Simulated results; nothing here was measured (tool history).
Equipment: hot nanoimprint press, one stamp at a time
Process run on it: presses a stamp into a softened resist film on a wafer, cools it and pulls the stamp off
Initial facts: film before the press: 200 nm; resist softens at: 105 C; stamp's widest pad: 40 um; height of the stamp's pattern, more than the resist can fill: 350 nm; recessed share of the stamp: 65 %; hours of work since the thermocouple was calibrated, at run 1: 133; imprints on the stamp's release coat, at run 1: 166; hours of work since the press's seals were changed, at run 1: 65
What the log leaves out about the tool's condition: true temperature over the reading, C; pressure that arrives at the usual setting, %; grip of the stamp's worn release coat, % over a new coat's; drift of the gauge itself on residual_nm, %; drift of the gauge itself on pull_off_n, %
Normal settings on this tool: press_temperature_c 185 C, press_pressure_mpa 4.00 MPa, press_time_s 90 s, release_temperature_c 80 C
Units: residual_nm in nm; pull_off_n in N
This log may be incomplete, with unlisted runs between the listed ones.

run   hour  press_temperature_c  press_pressure_mpa  press_time_s  release_temperature_c  hours of work since the thermocouple was calibrated  imprints on the stamp's release coat  hours of work since the press's seals were changed  residual_nm  pull_off_n
  1    0.0                  185                4.00            90                     80                                                  133                                   166                                                  65         87.5         156
  2    6.9                  185                4.00            90                     80                                                  136                                   185                                                  68         87.4         155
  3   20.1                  185                4.00            90                     80                                                  142                                   223                                                  74         87.4         158
  4   33.5                  185                4.80            90                     80                                                  148                                   261                                                  80         81.5         156
  5   44.3                  185                4.00            90                     80                                                  153                                   292                                                  85         88.4         158
  6   57.0                  185                4.00            90                     80                                                  159                                   328                                                  91         87.8         160
  7   68.5                  185                4.00            90                     80                                                  164                                   361                                                  96         88.1         158
  8   74.9                  185                4.00            90                     80                                                  167                                   379                                                  99         87.9         156
  9   82.9                  185                4.00            90                     67                                                  170                                   402                                                 102         88.3         177
 10   93.9                  185                4.00            90                     67                                                  175                                   433                                                 107         88.6         179
 11  105.8                  185                4.00            90                     67                                                  181                                   467                                                 113         88.3         178
 12  119.3                  193                4.00            90                     80                                                  187                                   506                                                 119         63.0         156
 13  133.0                  193                4.00            90                     80                                                  193                                   545                                                 125         62.9         159
 14  144.0                  193                4.00            90                     80                                                  198                                   576                                                 130         63.7         160
 15  154.0                  185                4.00            90                     76                                                  202                                   605                                                 134         89.0         166
 16  165.8                  185                4.00            90                     76                                                  207                                   638                                                 140         88.6         162
 17  176.7                  185                4.00            90                     76                                                  212                                   670                                                 145         88.9         164
 18  184.0                  185                4.00            90                     76                                                  216                                   690                                                 148         90.0         163
     189.9  -- gauge calibrated
 19  192.2                  185                4.00           159                     76                                                  219                                   714                                                 151         69.3         168
 20  198.5                  185                3.21            49                     70                                                  222                                   731                                                 154        119.0         170
     214.4  -- stamp cleaned and given a new release coat
 21  216.9                  183                4.00            90                     80                                                  228                                     7                                                 160         95.6         161
 22  223.6                  175                4.62            90                     78                                                  231                                    26                                                 163        124.1         160
 23  229.6                  178                4.18            58                     68                                                  233                                    43                                                 166        131.6         174
 24  236.4                  178                4.18            58                     68                                                  237                                    63                                                 169        132.1         176
 25  247.1                  185                3.20           140                     80                                                  241                                    93                                                 173         81.5         157
 26  257.4                  176                5.69            90                     67                                                  246                                   122                                                 178        112.1         176
 27  265.5                  176                5.69            90                     67                                                  250                                   146                                                 182        112.1         179
     273.5  -- plate thermocouple calibrated
 28  274.9                  185                4.00            90                     78                                                    1                                   164                                                 185         88.3         161
 29  285.4                  185                4.08            90                     80                                                    5                                   194                                                 189         87.4         160

Consider 4 possible next runs. They are alternatives, not a sequence: every one starts from the tool as it was left by run 29. What does each give?
  A  291.6                  185                4.33           177                     87                                                    8                                   211                                                 192            ?           ?
  B  291.6                  179                4.00            48                     69                                                    8                                   211                                                 192            ?           ?
  C  291.6                  174                3.25            90                     83                                                    8                                   211                                                 192            ?           ?
  D  291.6                  185                2.54            90                     80                                                    8                                   211                                                 192            ?           ?

run  residual_nm  pull_off_n
  A         64.2         149
  B        137.2         172
  C        144.3         157
  D        106.4         157
With the hidden condition removed and each run's random variation left untouched, the same runs would have given:
run  residual_nm  pull_off_n
  A         63.5         149
  B        135.7         172
  C        142.7         157
  D        105.3         157
